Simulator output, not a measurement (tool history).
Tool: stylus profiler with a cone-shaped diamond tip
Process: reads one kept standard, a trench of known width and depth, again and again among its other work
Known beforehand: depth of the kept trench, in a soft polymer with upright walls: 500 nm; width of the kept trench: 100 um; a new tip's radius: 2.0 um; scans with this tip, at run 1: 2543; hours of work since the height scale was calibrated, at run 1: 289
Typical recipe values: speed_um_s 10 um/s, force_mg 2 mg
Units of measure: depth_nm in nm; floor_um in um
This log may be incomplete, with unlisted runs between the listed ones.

| run | day | speed_um_s | force_mg | scans with this tip | hours of work since the height scale was calibrated | depth_nm | floor_um |
|---|---|---|---|---|---|---|---|
| 1 | 0 | 10 | 2 | 2543 | 289 | 503.68 | 97.13 |
| 2 | 0.788 | 10 | 2 | 2667 | 303 | 503.6 | 97.14 |
| 3 | 1.462 | 10 | 2 | 2772 | 315 | 503.76 | 97.08 |
| 4 | 2.267 | 10 | 1.45 | 2897 | 329 | 502.83 | 97.09 |
| 5 | 3.333 | 10 | 3.8 | 3064 | 348 | 505.65 | 97.12 |
| 6 | 4.354 | 10 | 2 | 3223 | 366 | 503.66 | 97.01 |
| 7 | 5.325 | 10 | 2 | 3375 | 383 | 503.68 | 97.03 |
| 8 | 5.912 | 3 | 2 | 3466 | 393 | 503.64 | 97.04 |
| 9 | 6.538 | 3 | 2 | 3564 | 404 | 503.63 | 97.07 |
| 10 | 7.675 | 10 | 2 | 3741 | 425 | 503.58 | 96.99 |
| 11 | 8.258 | 4 | 2 | 3832 | 435 | 503.57 | 97.03 |
| 12 | 9.204 | 4 | 2 | 3980 | 452 | 503.62 | 97.06 |
| 13 | 10.075 | 4 | 2 | 4116 | 467 | 503.55 | 97.03 |
| 14 | 10.733 | 4 | 2 | 4218 | 479 | 503.54 | 96.99 |
| 15 | 11.333 | 10 | 5.3 | 4312 | 489 | 507.04 | 96.94 |
| 16 | 11.979 | 9 | 5.2 | 4413 | 501 | 507 | 96.93 |
| 17 | 12.804 | 10 | 0.67 | 4541 | 515 | 501.53 | 96.88 |
| 18 | 13.471 | 10 | 2.65 | 4645 | 527 | 504.3 | 96.91 |
| 19 | 14.442 | 17 | 1.88 | 4797 | 545 | 503.25 | 96.85 |
| 20 | 15.133 | 7 | 1.44 | 4905 | 557 | 502.76 | 96.93 |
| 21 | 16.096 | 7 | 1.44 | 5055 | 574 | 502.74 | 96.91 |
| 22 | 16.804 | 7 | 0.75 | 5166 | 586 | 501.58 | 96.87 |

Each row is a separate what-if for the run after 22, all from the same tool condition, not one after another. Results?
| A | 17.362 | 3 | 0.75 | 5253 | 596 | ? | ? |
| B | 17.362 | 7 | 3.14 | 5253 | 596 | ? | ? |
| C | 17.362 | 11 | 2.54 | 5253 | 596 | ? | ? |
| D | 17.362 | 17 | 1.65 | 5253 | 596 | ? | ? |

| run | depth_nm | floor_um |
|---|---|---|
| A | 501.7 | 96.93 |
| B | 504.83 | 96.91 |
| C | 504.17 | 96.9 |
| D | 503.09 | 96.77 |
Stripped of hidden state, with their random variation kept, the same runs would have yielded:
| run | depth_nm | floor_um |
|---|---|---|
| A | 502.06 | 97.37 |
| B | 505.19 | 97.34 |
| C | 504.53 | 97.34 |
| D | 503.45 | 97.21 |
